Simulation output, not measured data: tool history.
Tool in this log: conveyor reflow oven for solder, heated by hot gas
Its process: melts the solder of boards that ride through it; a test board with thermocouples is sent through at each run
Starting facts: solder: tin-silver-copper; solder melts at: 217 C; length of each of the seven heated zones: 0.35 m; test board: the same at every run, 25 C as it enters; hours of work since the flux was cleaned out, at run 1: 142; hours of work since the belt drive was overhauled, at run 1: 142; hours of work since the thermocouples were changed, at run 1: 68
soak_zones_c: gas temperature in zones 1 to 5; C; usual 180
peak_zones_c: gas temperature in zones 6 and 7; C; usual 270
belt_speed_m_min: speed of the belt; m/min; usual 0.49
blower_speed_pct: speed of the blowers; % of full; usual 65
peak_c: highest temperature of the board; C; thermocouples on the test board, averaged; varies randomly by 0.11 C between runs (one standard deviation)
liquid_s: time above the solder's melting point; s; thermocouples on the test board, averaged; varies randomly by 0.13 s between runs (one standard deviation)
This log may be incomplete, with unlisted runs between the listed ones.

run     day  soak_zones_c  peak_zones_c  belt_speed_m_min  blower_speed_pct  hours of work since the flux was cleaned out  hours of work since the belt drive was overhauled  hours of work since the thermocouples were changed  peak_c  liquid_s
  1       0           180           270              0.49                65                                           142                                                142                                                  68   253.4      67.4
  2   3.512           180           270              0.49                65                                           192                                                192                                                 118   253.1      66.9
  3   5.796           180           270             0.454                65                                           225                                                225                                                 150   255.5        75
  4     7.4           180           270             0.454                65                                           248                                                248                                                 173   255.5      74.9
  5   9.358           180           270              0.49                69                                           276                                                276                                                 201   254.2        68
  6  11.575           180           270              0.49                69                                           307                                                307                                                 233     254      67.7
  7  13.783           180           270              0.49                69                                           339                                                339                                                 264   254.2      67.9
     16.488  -- flux residue cleaned out of gas plates and filters
  8  17.321           188           270              0.49                65                                            12                                                386                                                 311   253.9      71.3
  9  20.362           180           270              0.49                65                                            55                                                430                                                 355   252.4        66
 10  24.058           180           270              0.49                65                                           108                                                482                                                 407     252      65.9
 11  26.312           180           270              0.49                65                                           140                                                514                                                 440   252.1      65.9
     27.142  -- flux residue cleaned out of gas plates and filters, once more
 12  30.125           180           276             0.485                65                                            43                                                566                                                 491   260.5      73.2
 13  33.083           185           271             0.393                65                                            85                                                608                                                 533   261.9      95.8
 14  35.529           185           271             0.393                65                                           120                                                643                                                 568     262        96
 15  37.288           185           271             0.393                65                                           145                                                668                                                 593   261.8      95.7
 16  41.154           180           271              0.49                65                                           200                                                723                                                 648   255.1      68.8

The next listed run, before its measurement:
     43.858  -- thermocouples of zones 6 and 7 changed
 17  44.862           180           271              0.49                65                                           251                                                775                                                  14       ?         ?

peak_c: 254 C
liquid_s: 68.1 s
The same run, on a tool lacking any hidden state, would have yielded peak_c 255.2 C, liquid_s 68.8 s.
